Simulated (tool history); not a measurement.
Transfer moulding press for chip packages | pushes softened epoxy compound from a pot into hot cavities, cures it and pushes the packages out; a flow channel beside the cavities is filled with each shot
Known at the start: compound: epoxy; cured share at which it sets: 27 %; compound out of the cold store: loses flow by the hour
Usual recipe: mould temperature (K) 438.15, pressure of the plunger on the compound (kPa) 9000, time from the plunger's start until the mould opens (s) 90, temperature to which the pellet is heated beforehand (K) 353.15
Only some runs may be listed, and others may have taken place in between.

run,hour,mould temperature (K),pressure of the plunger on the compound (kPa),time from the plunger's start until the mould opens (s),temperature to which the pellet is heated beforehand (K),incoming compound's hours out of the cold store,length that the compound runs in the flow channel (mm),greatest force on the pins that push the packages out (N)
1,0,438.15,9000,90,353.15,41.6,513,297
2,27.5,438.15,9000,90,353.15,45.9,499,318
# hour 51.7: cavities cleaned with cleaning compound and waxed
3,57.4,438.15,9000,90,353.15,27.5,550,187
4,90.7,438.15,9000,90,353.15,30.3,536,276
5,115.8,438.15,9000,90,353.15,33.9,526,316
# hour 141: cavities cleaned with cleaning compound and waxed
# hour 147.4: plunger's sealing rings changed
6,158,438.15,9000,90,353.15,38.7,527,228
7,199.3,438.15,9000,90,353.15,18.5,586,307
# hour 234: cavities cleaned with cleaning compound and waxed
8,239.5,438.15,9000,90,353.15,34.7,531,185
9,274.8,438.15,9000,90,353.15,18.6,578,291
10,301.2,438.15,9000,90,353.15,36.2,523,327
# hour 325: cavities cleaned with cleaning compound and waxed
11,326.4,438.15,9000,90,353.15,42,507,172
12,352,438.15,9000,90,353.15,43.7,499,255
13,390.4,434.15,9000,90,353.15,38,521,368
# hour 402.2: plunger's sealing rings changed
# hour 414.7: mould's thermocouples calibrated
# hour 421.2: cavities cleaned with cleaning compound and waxed
14,421.2,434.15,9000,90,353.15,18.9,598,189
15,446.3,434.15,9000,90,353.15,37.6,544,291
16,482,437.15,9000,75,353.15,19.3,587,415
17,503.7,437.15,9000,75,353.15,37.6,533,403
# hour 512.7: cavities cleaned with cleaning compound and waxed
18,542.5,440.15,7080,121,359.15,13.4,520,249
19,579.7,445.15,6870,90,353.15,10.9,503,303
# hour 601.6: cavities cleaned with cleaning compound and waxed
20,618.6,445.15,9070,90,353.15,27.3,531,225
21,644.7,445.15,9070,90,353.15,47.5,473,271
# hour 657.5: plunger's sealing rings changed
22,675,438.15,9000,90,355.15,34.6,541,333
# hour 695.3: cavities cleaned with cleaning compound and waxed
23,715.8,446.15,9000,70,353.15,10.7,589,236
24,743.7,438.15,9000,90,343.15,10.7,607,292
25,780.6,438.15,9000,130,355.15,40.7,515,317
# hour 785: cavities cleaned with cleaning compound and waxed
26,812.9,438.15,9000,130,355.15,41.3,509,252
27,845.2,438.15,9000,80,355.15,40.1,510,332

Branching from run 27: 3 alternative next runs. What would each branch give?
# hour 876: cavities cleaned with cleaning compound and waxed
A,876,433.15,9000,90,357.15,19.5,?,?
# hour 876: cavities cleaned with cleaning compound and waxed
B,876,438.15,8170,80,355.15,26.6,?,?
# hour 876: cavities cleaned with cleaning compound and waxed
C,876,439.15,9000,90,353.15,34.9,?,?

run,length that the compound runs in the flow channel (mm),greatest force on the pins that push the packages out (N)
A,588,198
B,522,182
C,518,159
With the hidden condition removed and each run's random variation left untouched, the same runs would have given:
run,length that the compound runs in the flow channel (mm),greatest force on the pins that push the packages out (N)
A,610,200
B,541,183
C,537,158
